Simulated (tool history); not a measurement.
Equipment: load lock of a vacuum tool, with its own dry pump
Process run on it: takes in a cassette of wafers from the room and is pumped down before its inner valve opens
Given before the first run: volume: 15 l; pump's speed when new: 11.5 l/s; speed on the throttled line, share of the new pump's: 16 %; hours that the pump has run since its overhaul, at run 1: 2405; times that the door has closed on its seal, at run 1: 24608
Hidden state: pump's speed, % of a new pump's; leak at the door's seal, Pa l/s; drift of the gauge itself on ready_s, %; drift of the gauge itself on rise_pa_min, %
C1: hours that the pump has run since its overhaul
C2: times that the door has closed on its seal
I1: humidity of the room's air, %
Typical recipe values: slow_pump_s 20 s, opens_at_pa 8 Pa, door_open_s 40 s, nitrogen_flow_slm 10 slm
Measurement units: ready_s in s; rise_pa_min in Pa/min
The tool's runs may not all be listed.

run 1 hour=0 | slow_pump_s=20 opens_at_pa=8 door_open_s=40 nitrogen_flow_slm=10 | C1=2405 C2=24608 | I1=43 | ready_s=29.5 rise_pa_min=0.501
run 2 hour=123.9 | slow_pump_s=20 opens_at_pa=8 door_open_s=40 nitrogen_flow_slm=10 | C1=2529 C2=25193 | I1=43.4 | ready_s=29.5 rise_pa_min=0.526
run 3 hour=237.3 | slow_pump_s=20 opens_at_pa=8 door_open_s=40 nitrogen_flow_slm=10 | C1=2642 C2=25728 | I1=45 | ready_s=29.4 rise_pa_min=0.533
run 4 hour=315.9 | slow_pump_s=12 opens_at_pa=8 door_open_s=40 nitrogen_flow_slm=10 | C1=2721 C2=26100 | I1=44.3 | ready_s=22.8 rise_pa_min=0.549
run 5 hour=416.9 | slow_pump_s=11 opens_at_pa=8 door_open_s=40 nitrogen_flow_slm=10 | C1=2822 C2=26576 | I1=44.3 | ready_s=22.1 rise_pa_min=0.562
run 6 hour=473.2 | slow_pump_s=11 opens_at_pa=8 door_open_s=40 nitrogen_flow_slm=5 | C1=2878 C2=26842 | I1=45.3 | ready_s=22.2 rise_pa_min=0.595
run 7 hour=579.7 | slow_pump_s=11 opens_at_pa=8 door_open_s=40 nitrogen_flow_slm=5 | C1=2984 C2=27345 | I1=45.9 | ready_s=22.2 rise_pa_min=0.606
run 8 hour=674.9 | slow_pump_s=20 opens_at_pa=8 door_open_s=40 nitrogen_flow_slm=10 | C1=3080 C2=27794 | I1=44.5 | ready_s=29.3 rise_pa_min=0.605
run 9 hour=774.3 | slow_pump_s=20 opens_at_pa=8 door_open_s=40 nitrogen_flow_slm=10 | C1=3179 C2=28264 | I1=41.7 | ready_s=29.7 rise_pa_min=0.613
run 10 hour=865.9 | slow_pump_s=20 opens_at_pa=8 door_open_s=40 nitrogen_flow_slm=10 | C1=3271 C2=28696 | I1=43.6 | ready_s=29.5 rise_pa_min=0.639
run 11 hour=950.5 | slow_pump_s=20 opens_at_pa=8 door_open_s=40 nitrogen_flow_slm=10 | C1=3355 C2=29096 | I1=47.5 | ready_s=29.7 rise_pa_min=0.669
run 12 hour=1057.3 | slow_pump_s=20 opens_at_pa=8 door_open_s=39 nitrogen_flow_slm=14 | C1=3462 C2=29600 | I1=48.1 | ready_s=29.5 rise_pa_min=0.668
run 13 hour=1124.1 | slow_pump_s=20 opens_at_pa=15 door_open_s=40 nitrogen_flow_slm=10 | C1=3529 C2=29915 | I1=44 | ready_s=28.7 rise_pa_min=0.693
run 14 hour=1242.4 | slow_pump_s=36 opens_at_pa=15 door_open_s=40 nitrogen_flow_slm=7 | C1=3647 C2=30474 | I1=42 | ready_s=41.9 rise_pa_min=0.708
run 15 hour=1355.4 | slow_pump_s=36 opens_at_pa=15 door_open_s=40 nitrogen_flow_slm=7 | C1=3760 C2=31007 | I1=45 | ready_s=42.1 rise_pa_min=0.73
-- hour=1403.4 door's seal changed, seat wiped
run 16 hour=1466.5 | slow_pump_s=36 opens_at_pa=15 door_open_s=40 nitrogen_flow_slm=7 | C1=3870 C2=297 | I1=47.8 | ready_s=42.1 rise_pa_min=0.079
run 17 hour=1590.5 | slow_pump_s=11 opens_at_pa=8 door_open_s=40 nitrogen_flow_slm=25 | C1=3994 C2=883 | I1=47.1 | ready_s=22.2 rise_pa_min=0.051
run 18 hour=1695.6 | slow_pump_s=11 opens_at_pa=8 door_open_s=40 nitrogen_flow_slm=25 | C1=4099 C2=1379 | I1=46 | ready_s=22.1 rise_pa_min=0.052
run 19 hour=1752.9 | slow_pump_s=11 opens_at_pa=8 door_open_s=40 nitrogen_flow_slm=25 | C1=4156 C2=1649 | I1=43.8 | ready_s=22.1 rise_pa_min=0.051
run 20 hour=1848 | slow_pump_s=22 opens_at_pa=8 door_open_s=40 nitrogen_flow_slm=25 | C1=4251 C2=2099 | I1=46.2 | ready_s=31 rise_pa_min=0.061

Run 21 comes next. What will it give?
run 21 hour=1957.6 | slow_pump_s=14 opens_at_pa=8 door_open_s=40 nitrogen_flow_slm=22 | C1=4361 C2=2616 | I1=41.1 | ready_s=? rise_pa_min=?

Run 21 gave ready_s 24.6 s, rise_pa_min 0.065 Pa/min.
The same run, on a tool lacking any hidden state, would have yielded ready_s 24.1 s, rise_pa_min 0.044 Pa/min.

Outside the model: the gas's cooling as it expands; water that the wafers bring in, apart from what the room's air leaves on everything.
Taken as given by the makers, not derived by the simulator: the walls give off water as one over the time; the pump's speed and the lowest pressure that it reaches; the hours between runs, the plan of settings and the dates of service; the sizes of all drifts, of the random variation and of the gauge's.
